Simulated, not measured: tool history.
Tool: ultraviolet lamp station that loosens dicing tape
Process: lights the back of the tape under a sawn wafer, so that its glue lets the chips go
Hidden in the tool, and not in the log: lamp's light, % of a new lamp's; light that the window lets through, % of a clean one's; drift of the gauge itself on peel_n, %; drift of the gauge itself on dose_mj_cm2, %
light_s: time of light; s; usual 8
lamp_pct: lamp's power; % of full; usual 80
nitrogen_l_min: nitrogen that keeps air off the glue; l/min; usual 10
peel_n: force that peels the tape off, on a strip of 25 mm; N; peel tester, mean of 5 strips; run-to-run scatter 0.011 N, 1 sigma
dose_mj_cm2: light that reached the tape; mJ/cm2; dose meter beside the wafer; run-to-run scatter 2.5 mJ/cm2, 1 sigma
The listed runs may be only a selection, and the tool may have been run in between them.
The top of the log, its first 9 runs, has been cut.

run	day	light_s	lamp_pct	nitrogen_l_min	hours of work of the lamp	hours of work since the window was cleaned	peel_n	dose_mj_cm2
10	6.504	8	80	4	30	222	1.152	277
11	7.471	9	80	10	46	238	0.498	307
12	8.329	9	80	10	60	252	0.501	306
13	9.338	9	80	10	77	268	0.523	296
14	9.804	9	80	10	85	276	0.522	296
15	10.262	9	80	10	92	284	0.556	292
16	10.883	8	80	10	103	294	0.691	261
17	11.688	6	80	10	116	307	1.198	189
18	12.508	6	80	10	129	321	1.248	189
19	13.125	6	80	10	139	331	1.264	190
# day 13.692: window cleaned of glue's vapour
20	14.029	8	86	12	154	6	0.42	309
21	14.742	8	83	15	166	17	0.429	294
22	15.758	5	70	10	182	34	1.754	152
23	16.667	8	80	10	197	49	0.602	275
24	17.612	7	96	7	213	65	0.747	285

Run 25 is up next; what results do you expect?
25	18.171	15	99	11	222	74	?	?

peel_n: 0.178 N
dose_mj_cm2: 620 mJ/cm2
With the hidden condition absent and the run-to-run variation left alone, this run would have shown peel_n 0.171 N, dose_mj_cm2 726 mJ/cm2.
